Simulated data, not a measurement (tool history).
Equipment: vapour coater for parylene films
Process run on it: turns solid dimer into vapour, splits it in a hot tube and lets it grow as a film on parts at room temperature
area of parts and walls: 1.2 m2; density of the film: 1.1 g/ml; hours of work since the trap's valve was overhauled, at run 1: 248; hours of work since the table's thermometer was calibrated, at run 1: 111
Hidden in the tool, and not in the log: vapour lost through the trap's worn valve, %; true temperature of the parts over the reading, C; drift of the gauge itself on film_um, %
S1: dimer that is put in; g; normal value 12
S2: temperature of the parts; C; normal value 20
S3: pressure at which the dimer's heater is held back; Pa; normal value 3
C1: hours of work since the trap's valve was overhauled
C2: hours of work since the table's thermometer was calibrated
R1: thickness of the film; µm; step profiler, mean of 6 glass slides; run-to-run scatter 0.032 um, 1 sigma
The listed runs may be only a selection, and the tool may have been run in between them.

run 1 hour=0 | S1=12 S2=20 S3=3 | C1=248 C2=111 | R1=6.38
run 2 hour=40.1 | S1=16 S2=20 S3=3 | C1=265 C2=128 | R1=8.5
run 3 hour=87.7 | S1=16 S2=20 S3=3 | C1=285 C2=149 | R1=8.46
run 4 hour=123.3 | S1=16 S2=20 S3=3 | C1=300 C2=164 | R1=8.38
run 5 hour=147.1 | S1=12 S2=20 S3=3 | C1=311 C2=174 | R1=6.25
run 6 hour=177.3 | S1=12 S2=20 S3=3 | C1=324 C2=187 | R1=6.29
run 7 hour=199.5 | S1=16 S2=20 S3=3 | C1=333 C2=197 | R1=8.26
run 8 hour=222.8 | S1=16 S2=20 S3=3 | C1=343 C2=207 | R1=8.35
run 9 hour=249.2 | S1=16 S2=20 S3=3 | C1=354 C2=218 | R1=8.27
run 10 hour=285.2 | S1=12 S2=19 S3=2.67 | C1=370 C2=234 | R1=6.48
run 11 hour=322.9 | S1=6 S2=25 S3=3.22 | C1=386 C2=250 | R1=2.88
run 12 hour=358.5 | S1=6 S2=25 S3=3.22 | C1=401 C2=265 | R1=2.83
-- hour=365.6 trap's valve overhauled
run 13 hour=393.7 | S1=9 S2=20 S3=3 | C1=12 C2=278 | R1=4.55
run 14 hour=422 | S1=12 S2=20 S3=4.42 | C1=24 C2=290 | R1=5.74
run 15 hour=460.1 | S1=12 S2=20 S3=4.42 | C1=41 C2=307 | R1=5.73
-- hour=476.8 trap's valve overhauled, once more
run 16 hour=496.2 | S1=19 S2=30 S3=3.47 | C1=8 C2=321 | R1=8.82
run 17 hour=528.6 | S1=9 S2=29 S3=4.49 | C1=22 C2=334 | R1=4.07

5 ways to go on from here, each from the tool as it stands after run 17. What would each give?
run A hour=564.8 | S1=9 S2=21 S3=6.86 | C1=38 C2=350 | R1=?
run B hour=564.8 | S1=11 S2=22 S3=4.49 | C1=38 C2=350 | R1=?
run C hour=564.8 | S1=16 S2=16 S3=4.49 | C1=38 C2=350 | R1=?
run D hour=564.8 | S1=12 S2=20 S3=11.32 | C1=38 C2=350 | R1=?
run E hour=564.8 | S1=11 S2=14 S3=8.74 | C1=38 C2=350 | R1=?

run=A R1=4.34
run=B R1=5.56
run=C R1=8.87
run=D R1=5.49
run=E R1=5.79
Without the tool's hidden state the same runs would have given:
run=A R1=4.36
run=B R1=5.58
run=C R1=8.92
run=D R1=5.52
run=E R1=5.82

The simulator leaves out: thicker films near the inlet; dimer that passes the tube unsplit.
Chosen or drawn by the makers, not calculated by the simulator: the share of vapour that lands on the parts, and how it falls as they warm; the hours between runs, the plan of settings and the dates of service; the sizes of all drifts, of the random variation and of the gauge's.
